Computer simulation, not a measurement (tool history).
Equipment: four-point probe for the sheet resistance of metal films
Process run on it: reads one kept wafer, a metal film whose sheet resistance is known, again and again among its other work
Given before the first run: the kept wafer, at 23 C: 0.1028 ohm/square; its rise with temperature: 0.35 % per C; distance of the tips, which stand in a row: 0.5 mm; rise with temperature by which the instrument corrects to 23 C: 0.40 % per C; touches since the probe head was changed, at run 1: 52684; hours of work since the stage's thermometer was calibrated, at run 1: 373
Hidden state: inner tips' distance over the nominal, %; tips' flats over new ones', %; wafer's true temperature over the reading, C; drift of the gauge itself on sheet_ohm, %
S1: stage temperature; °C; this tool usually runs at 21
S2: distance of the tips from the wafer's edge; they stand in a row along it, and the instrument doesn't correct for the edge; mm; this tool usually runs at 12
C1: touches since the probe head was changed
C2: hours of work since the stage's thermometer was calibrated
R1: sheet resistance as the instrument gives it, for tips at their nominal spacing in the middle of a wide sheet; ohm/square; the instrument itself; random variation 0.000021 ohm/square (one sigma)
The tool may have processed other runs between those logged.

run 1 hour=0.0 | S1=21 S2=12 | C1=52684 C2=373 | R1=0.102636
run 2 hour=94.4 | S1=21 S2=12 | C1=55948 C2=419 | R1=0.102660
run 3 hour=230.3 | S1=21 S2=11 | C1=60644 C2=485 | R1=0.102627
run 4 hour=342.1 | S1=21 S2=12 | C1=64509 C2=540 | R1=0.102582
run 5 hour=400.0 | S1=21 S2=12 | C1=66510 C2=568 | R1=0.102555
run 6 hour=527.0 | S1=21 S2=12 | C1=70899 C2=630 | R1=0.102551
-- hour=534.4 stage's thermometer calibrated
-- hour=586.8 new probe head fitted
run 7 hour=654.9 | S1=21 S2=12 | C1=2354 C2=58 | R1=0.102959
run 8 hour=713.0 | S1=21 S2=12 | C1=4364 C2=87 | R1=0.102943

What does the tool deliver on the next run?
run 9 hour=795.8 | S1=24 S2=12 | C1=7226 C2=127 | R1=?

Run 9 produced R1 0.102809 ohm/square.
With the hidden condition absent and the run-to-run variation left alone, this run would have shown R1 0.102873 ohm/square.
